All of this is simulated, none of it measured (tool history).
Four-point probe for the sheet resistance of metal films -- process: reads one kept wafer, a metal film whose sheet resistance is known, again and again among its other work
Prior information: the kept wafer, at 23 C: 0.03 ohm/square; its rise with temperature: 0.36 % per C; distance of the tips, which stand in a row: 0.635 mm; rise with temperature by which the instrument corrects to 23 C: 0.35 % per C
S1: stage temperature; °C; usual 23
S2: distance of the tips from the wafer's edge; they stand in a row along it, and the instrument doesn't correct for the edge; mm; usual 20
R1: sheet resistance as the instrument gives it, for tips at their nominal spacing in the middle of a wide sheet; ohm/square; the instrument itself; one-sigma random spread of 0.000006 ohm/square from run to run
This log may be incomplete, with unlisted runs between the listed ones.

run 1 hour=0 | S1=23 S2=20 | R1=0.030012
run 2 hour=46.1 | S1=23 S2=20 | R1=0.030009
run 3 hour=73.1 | S1=23 S2=20 | R1=0.030022
run 4 hour=98.4 | S1=23 S2=20 | R1=0.030016
run 5 hour=146.5 | S1=23 S2=20 | R1=0.030014
run 6 hour=196.5 | S1=23 S2=20 | R1=0.030027
run 7 hour=234.6 | S1=19 S2=20 | R1=0.030003
run 8 hour=260 | S1=19 S2=20 | R1=0.030002
run 9 hour=284.9 | S1=29 S2=20 | R1=0.030047
run 10 hour=317 | S1=29 S2=20 | R1=0.030044
run 11 hour=350.4 | S1=29 S2=20 | R1=0.030043
run 12 hour=389.7 | S1=23 S2=20 | R1=0.030022
run 13 hour=442.6 | S1=23 S2=20 | R1=0.030013
run 14 hour=470.1 | S1=23 S2=20 | R1=0.030019
run 15 hour=512.9 | S1=19 S2=20 | R1=0.029993
run 16 hour=545 | S1=19 S2=20 | R1=0.030001
run 17 hour=584.8 | S1=19 S2=20 | R1=0.029997
run 18 hour=628.8 | S1=19 S2=20 | R1=0.030002
run 19 hour=679.9 | S1=19 S2=20 | R1=0.029996
run 20 hour=725.3 | S1=19 S2=20 | R1=0.030002
run 21 hour=747.3 | S1=19 S2=20 | R1=0.029993
run 22 hour=798.3 | S1=19 S2=20 | R1=0.029998
run 23 hour=847.9 | S1=26 S2=20 | R1=0.030047
run 24 hour=895.2 | S1=26 S2=20 | R1=0.030028
run 25 hour=917.1 | S1=19 S2=6 | R1=0.030164
run 26 hour=962.3 | S1=33 S2=15 | R1=0.030072
run 27 hour=990.3 | S1=28 S2=19 | R1=0.030046
run 28 hour=1013.7 | S1=21 S2=12 | R1=0.030054
run 29 hour=1043.2 | S1=21 S2=12 | R1=0.030029
run 30 hour=1068.7 | S1=21 S2=12 | R1=0.030045
run 31 hour=1107.4 | S1=20 S2=20 | R1=0.029997
run 32 hour=1146.9 | S1=28 S2=48 | R1=0.030029
run 33 hour=1191.3 | S1=32 S2=6 | R1=0.030226
run 34 hour=1224.6 | S1=32 S2=34 | R1=0.030046

Predict the results of run 35:
run 35 hour=1250.7 | S1=32 S2=34 | R1=?

R1: 0.030042 ohm/square
With no hidden state in the tool, this same run would have given R1 0.03004 ohm/square.
